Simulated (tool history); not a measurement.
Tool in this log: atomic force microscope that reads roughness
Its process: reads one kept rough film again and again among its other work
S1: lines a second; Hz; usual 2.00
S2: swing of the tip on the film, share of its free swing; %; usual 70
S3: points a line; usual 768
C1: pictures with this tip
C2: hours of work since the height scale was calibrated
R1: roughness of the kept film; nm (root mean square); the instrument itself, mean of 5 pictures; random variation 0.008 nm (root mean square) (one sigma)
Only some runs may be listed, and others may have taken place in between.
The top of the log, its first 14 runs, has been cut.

| run | hour | S1 | S2 | S3 | C1 | C2 | R1 |
|---|---|---|---|---|---|---|---|
| 15 | 167.8 | 3.70 | 70 | 768 | 27 | 131 | 1.528 |
| 16 | 174.8 | 3.70 | 70 | 768 | 36 | 134 | 1.512 |
| 17 | 190.9 | 2.12 | 70 | 768 | 57 | 142 | 1.630 |
| 18 | 207.9 | 2.12 | 70 | 768 | 80 | 151 | 1.574 |
| 19 | 215.4 | 2.00 | 71 | 768 | 90 | 154 | 1.562 |
| 20 | 232.7 | 2.00 | 71 | 768 | 112 | 163 | 1.521 |
| 21 | 241.4 | 2.00 | 71 | 768 | 124 | 167 | 1.520 |
| 22 | 248.5 | 2.00 | 71 | 768 | 133 | 171 | 1.486 |
| 23 | 258.1 | 2.00 | 60 | 768 | 146 | 176 | 1.582 |
| 24 | 274.8 | 1.43 | 60 | 768 | 168 | 184 | 1.555 |
| 25 | 286.9 | 1.80 | 60 | 768 | 184 | 190 | 1.528 |
| 26 | 297.9 | 3.74 | 60 | 531 | 199 | 196 | 1.416 |
| 27 | 307.7 | 3.74 | 60 | 531 | 212 | 201 | 1.376 |
|  | 316.6 | new tip fitted |
| 28 | 318.5 | 2.00 | 87 | 905 | 2 | 206 | 1.483 |
| 29 | 328.4 | 2.00 | 87 | 905 | 15 | 211 | 1.467 |
| 30 | 335.5 | 2.56 | 58 | 768 | 25 | 214 | 1.735 |
| 31 | 351.8 | 1.70 | 70 | 768 | 46 | 222 | 1.655 |
| 32 | 365.8 | 1.70 | 70 | 768 | 65 | 229 | 1.631 |
| 33 | 375.2 | 1.48 | 70 | 830 | 77 | 234 | 1.620 |

What will run 34 give?
| 34 | 389.7 | 1.48 | 70 | 830 | 96 | 241 | ? |

Run 34 gave R1 1.588 nm (root mean square).
With no hidden state in the tool, this same run would have given R1 1.770 nm (root mean square).

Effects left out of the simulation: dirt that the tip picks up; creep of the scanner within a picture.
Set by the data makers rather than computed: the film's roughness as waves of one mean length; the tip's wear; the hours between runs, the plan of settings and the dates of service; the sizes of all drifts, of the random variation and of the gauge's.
